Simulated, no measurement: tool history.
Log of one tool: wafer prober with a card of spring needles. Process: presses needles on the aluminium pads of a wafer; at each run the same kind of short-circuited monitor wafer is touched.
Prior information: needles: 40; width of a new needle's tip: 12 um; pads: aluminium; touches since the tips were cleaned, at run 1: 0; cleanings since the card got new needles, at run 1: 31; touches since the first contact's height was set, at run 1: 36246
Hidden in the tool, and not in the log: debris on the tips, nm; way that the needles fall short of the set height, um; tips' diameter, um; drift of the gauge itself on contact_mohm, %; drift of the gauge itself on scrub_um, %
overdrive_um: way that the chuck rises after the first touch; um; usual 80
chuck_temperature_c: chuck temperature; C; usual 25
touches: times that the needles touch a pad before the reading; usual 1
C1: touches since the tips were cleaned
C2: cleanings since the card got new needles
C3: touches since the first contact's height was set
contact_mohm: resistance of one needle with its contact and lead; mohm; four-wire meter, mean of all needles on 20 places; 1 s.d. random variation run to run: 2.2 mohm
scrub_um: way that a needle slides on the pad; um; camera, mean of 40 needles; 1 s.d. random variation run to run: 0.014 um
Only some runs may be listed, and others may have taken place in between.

{"run": 1, "hour": 0.0, "overdrive_um": 80, "chuck_temperature_c": 25, "touches": 1, "C1": 0, "C2": 31, "C3": 36246, "contact_mohm": 251, "scrub_um": 18.65}
{"hour": 36.6, "done": "tips cleaned on abrasive film"}
{"run": 2, "hour": 51.6, "overdrive_um": 80, "chuck_temperature_c": 25, "touches": 1, "C1": 2738, "C2": 32, "C3": 45639, "contact_mohm": 251, "scrub_um": 18.65}
{"hour": 72.0, "done": "tips cleaned on abrasive film"}
{"hour": 103.9, "done": "tips cleaned on abrasive film"}
{"hour": 137.8, "done": "tips cleaned on abrasive film"}
{"run": 3, "hour": 137.8, "overdrive_um": 80, "chuck_temperature_c": 25, "touches": 1, "C1": 0, "C2": 35, "C3": 61323, "contact_mohm": 244, "scrub_um": 18.66}
{"hour": 173.5, "done": "tips cleaned on abrasive film"}
{"run": 4, "hour": 189.6, "overdrive_um": 80, "chuck_temperature_c": 94, "touches": 1, "C1": 2939, "C2": 36, "C3": 70762, "contact_mohm": 266, "scrub_um": 18.65}
{"hour": 211.3, "done": "tips cleaned on abrasive film"}
{"hour": 245.4, "done": "tips cleaned on abrasive film"}
{"hour": 279.1, "done": "tips cleaned on abrasive film"}
{"hour": 286.0, "done": "height of the first contact set anew"}
{"run": 5, "hour": 286.0, "overdrive_um": 89, "chuck_temperature_c": 94, "touches": 1, "C1": 1203, "C2": 39, "C3": 0, "contact_mohm": 265, "scrub_um": 20.8}
{"hour": 312.1, "done": "tips cleaned on abrasive film"}
{"run": 6, "hour": 341.7, "overdrive_um": 89, "chuck_temperature_c": 94, "touches": 1, "C1": 5396, "C2": 40, "C3": 10141, "contact_mohm": 264, "scrub_um": 20.77}
{"hour": 349.6, "done": "tips cleaned on abrasive film"}
{"hour": 382.3, "done": "tips cleaned on abrasive film"}
{"run": 7, "hour": 397.2, "overdrive_um": 89, "chuck_temperature_c": 94, "touches": 1, "C1": 2720, "C2": 42, "C3": 20240, "contact_mohm": 267, "scrub_um": 20.79}
{"hour": 414.1, "done": "tips cleaned on abrasive film"}
{"hour": 451.1, "done": "tips cleaned on abrasive film"}
{"run": 8, "hour": 480.6, "overdrive_um": 89, "chuck_temperature_c": 94, "touches": 1, "C1": 5383, "C2": 44, "C3": 35428, "contact_mohm": 268, "scrub_um": 20.8}
{"hour": 487.2, "done": "tips cleaned on abrasive film"}
{"hour": 519.0, "done": "tips cleaned on abrasive film"}
{"hour": 552.6, "done": "tips cleaned on abrasive film"}
{"run": 9, "hour": 576.7, "overdrive_um": 89, "chuck_temperature_c": 94, "touches": 1, "C1": 4403, "C2": 47, "C3": 52911, "contact_mohm": 265, "scrub_um": 20.82}
{"hour": 584.7, "done": "tips cleaned on abrasive film"}
{"hour": 620.0, "done": "tips cleaned on abrasive film"}
{"run": 10, "hour": 635.2, "overdrive_um": 89, "chuck_temperature_c": 94, "touches": 1, "C1": 2760, "C2": 49, "C3": 63542, "contact_mohm": 271, "scrub_um": 20.81}
{"hour": 655.4, "done": "tips cleaned on abrasive film"}
{"hour": 687.4, "done": "tips cleaned on abrasive film"}
{"run": 11, "hour": 716.2, "overdrive_um": 80, "chuck_temperature_c": 27, "touches": 1, "C1": 5257, "C2": 51, "C3": 78296, "contact_mohm": 244, "scrub_um": 18.7}
{"hour": 723.6, "done": "tips cleaned on abrasive film"}
{"hour": 756.4, "done": "tips cleaned on abrasive film"}
{"hour": 770.2, "done": "height of the first contact set anew"}
{"run": 12, "hour": 779.2, "overdrive_um": 80, "chuck_temperature_c": 27, "touches": 3, "C1": 4109, "C2": 53, "C3": 1640, "contact_mohm": 251, "scrub_um": 18.71}
{"hour": 791.5, "done": "tips cleaned on abrasive film"}
{"hour": 825.9, "done": "tips cleaned on abrasive film"}
{"hour": 863.4, "done": "tips cleaned on abrasive film"}
{"run": 13, "hour": 863.4, "overdrive_um": 80, "chuck_temperature_c": 27, "touches": 3, "C1": 0, "C2": 56, "C3": 16957, "contact_mohm": 251, "scrub_um": 18.7}
{"hour": 894.9, "done": "tips cleaned on abrasive film"}
{"run": 14, "hour": 920.8, "overdrive_um": 80, "chuck_temperature_c": 43, "touches": 1, "C1": 4713, "C2": 57, "C3": 27405, "contact_mohm": 255, "scrub_um": 18.69}
{"hour": 928.4, "done": "tips cleaned on abrasive film"}
{"hour": 962.7, "done": "tips cleaned on abrasive film"}
{"run": 15, "hour": 967.5, "overdrive_um": 80, "chuck_temperature_c": 43, "touches": 1, "C1": 881, "C2": 59, "C3": 35901, "contact_mohm": 254, "scrub_um": 18.68}
{"hour": 998.9, "done": "tips cleaned on abrasive film"}
{"hour": 1034.9, "done": "tips cleaned on abrasive film"}
{"run": 16, "hour": 1063.0, "overdrive_um": 80, "chuck_temperature_c": 43, "touches": 1, "C1": 5129, "C2": 61, "C3": 53295, "contact_mohm": 256, "scrub_um": 18.71}
{"hour": 1069.8, "done": "tips cleaned on abrasive film"}
{"hour": 1108.6, "done": "tips cleaned on abrasive film"}
{"run": 17, "hour": 1117.4, "overdrive_um": 67, "chuck_temperature_c": 36, "touches": 1, "C1": 1593, "C2": 63, "C3": 63171, "contact_mohm": 257, "scrub_um": 15.68}
{"hour": 1143.8, "done": "tips cleaned on abrasive film"}
{"hour": 1181.8, "done": "tips cleaned on abrasive film"}
{"hour": 1215.0, "done": "tips cleaned on abrasive film"}
{"run": 18, "hour": 1215.0, "overdrive_um": 67, "chuck_temperature_c": 36, "touches": 1, "C1": 0, "C2": 66, "C3": 80939, "contact_mohm": 253, "scrub_um": 15.66}
{"hour": 1250.9, "done": "tips cleaned on abrasive film"}
{"hour": 1256.1, "done": "height of the first contact set anew"}
{"run": 19, "hour": 1256.8, "overdrive_um": 67, "chuck_temperature_c": 36, "touches": 1, "C1": 1006, "C2": 67, "C3": 129, "contact_mohm": 253, "scrub_um": 15.69}
{"hour": 1289.5, "done": "tips cleaned on abrasive film"}
{"run": 20, "hour": 1316.5, "overdrive_um": 90, "chuck_temperature_c": 31, "touches": 3, "C1": 4927, "C2": 68, "C3": 11019, "contact_mohm": 248, "scrub_um": 21.04}
{"hour": 1323.2, "done": "tips cleaned on abrasive film"}
{"hour": 1356.0, "done": "tips cleaned on abrasive film"}
{"hour": 1388.8, "done": "tips cleaned on abrasive film"}
{"run": 21, "hour": 1415.1, "overdrive_um": 82, "chuck_temperature_c": 31, "touches": 1, "C1": 4802, "C2": 71, "C3": 28958, "contact_mohm": 250, "scrub_um": 19.22}
{"hour": 1423.1, "done": "tips cleaned on abrasive film"}
{"hour": 1454.8, "done": "tips cleaned on abrasive film"}
{"hour": 1488.8, "done": "tips cleaned on abrasive film"}
{"run": 22, "hour": 1503.0, "overdrive_um": 67, "chuck_temperature_c": 75, "touches": 1, "C1": 2589, "C2": 74, "C3": 44932, "contact_mohm": 268, "scrub_um": 15.7}
{"hour": 1526.4, "done": "tips cleaned on abrasive film"}
{"hour": 1559.1, "done": "tips cleaned on abrasive film"}
{"run": 23, "hour": 1565.8, "overdrive_um": 87, "chuck_temperature_c": 25, "touches": 1, "C1": 1210, "C2": 76, "C3": 56359, "contact_mohm": 247, "scrub_um": 20.41}
{"hour": 1595.9, "done": "tips cleaned on abrasive film"}
{"hour": 1631.1, "done": "tips cleaned on abrasive film"}
{"run": 24, "hour": 1657.6, "overdrive_um": 78, "chuck_temperature_c": 39, "touches": 2, "C1": 4838, "C2": 78, "C3": 73082, "contact_mohm": 254, "scrub_um": 18.31}
{"hour": 1665.6, "done": "tips cleaned on abrasive film"}
{"hour": 1697.2, "done": "tips cleaned on abrasive film"}
{"run": 25, "hour": 1717.4, "overdrive_um": 67, "chuck_temperature_c": 53, "touches": 1, "C1": 3690, "C2": 80, "C3": 83963, "contact_mohm": 258, "scrub_um": 15.72}
{"hour": 1730.2, "done": "tips cleaned on abrasive film"}
{"hour": 1746.2, "done": "height of the first contact set anew"}
{"hour": 1763.5, "done": "tips cleaned on abrasive film"}
{"hour": 1795.9, "done": "tips cleaned on abrasive film"}
{"run": 26, "hour": 1796.1, "overdrive_um": 67, "chuck_temperature_c": 53, "touches": 1, "C1": 31, "C2": 83, "C3": 9074, "contact_mohm": 260, "scrub_um": 15.73}
{"hour": 1829.3, "done": "tips cleaned on abrasive film"}
{"hour": 1867.1, "done": "tips cleaned on abrasive film"}
{"run": 27, "hour": 1874.9, "overdrive_um": 67, "chuck_temperature_c": 53, "touches": 1, "C1": 1416, "C2": 85, "C3": 23414, "contact_mohm": 261, "scrub_um": 15.72}
{"hour": 1902.7, "done": "tips cleaned on abrasive film"}
{"hour": 1938.9, "done": "tips cleaned on abrasive film"}
{"run": 28, "hour": 1957.5, "overdrive_um": 67, "chuck_temperature_c": 53, "touches": 1, "C1": 3392, "C2": 87, "C3": 38455, "contact_mohm": 261, "scrub_um": 15.72}
{"hour": 1977.9, "done": "tips cleaned on abrasive film"}
{"hour": 2014.2, "done": "tips cleaned on abrasive film"}
{"run": 29, "hour": 2024.0, "overdrive_um": 67, "chuck_temperature_c": 53, "touches": 1, "C1": 1792, "C2": 89, "C3": 50552, "contact_mohm": 262, "scrub_um": 15.74}
{"hour": 2052.6, "done": "tips cleaned on abrasive film"}
{"hour": 2087.3, "done": "tips cleaned on abrasive film"}
{"run": 30, "hour": 2089.7, "overdrive_um": 75, "chuck_temperature_c": 99, "touches": 1, "C1": 435, "C2": 91, "C3": 62501, "contact_mohm": 270, "scrub_um": 17.64}

Predict each of these 3 candidate next runs independently; none follows another, all start after run 30:
{"hour": 2119.3, "done": "tips cleaned on abrasive film"}
{"hour": 2151.5, "done": "tips cleaned on abrasive film"}
{"run": "A", "hour": 2164.3, "overdrive_um": 96, "chuck_temperature_c": 25, "touches": 1, "C1": 2346, "C2": 93, "C3": 76092, "contact_mohm": "?", "scrub_um": "?"}
{"hour": 2119.3, "done": "tips cleaned on abrasive film"}
{"hour": 2151.5, "done": "tips cleaned on abrasive film"}
{"run": "B", "hour": 2164.3, "overdrive_um": 92, "chuck_temperature_c": 70, "touches": 1, "C1": 2346, "C2": 93, "C3": 76092, "contact_mohm": "?", "scrub_um": "?"}
{"hour": 2119.3, "done": "tips cleaned on abrasive film"}
{"hour": 2151.5, "done": "tips cleaned on abrasive film"}
{"run": "C", "hour": 2164.3, "overdrive_um": 74, "chuck_temperature_c": 30, "touches": 2, "C1": 2346, "C2": 93, "C3": 76092, "contact_mohm": "?", "scrub_um": "?"}

run=A contact_mohm=248 scrub_um=22.54
run=B contact_mohm=260 scrub_um=21.62
run=C contact_mohm=252 scrub_um=17.37
With the hidden condition removed and each run's random variation left untouched, the same runs would have given:
run=A contact_mohm=248 scrub_um=22.37
run=B contact_mohm=260 scrub_um=21.45
run=C contact_mohm=252 scrub_um=17.24
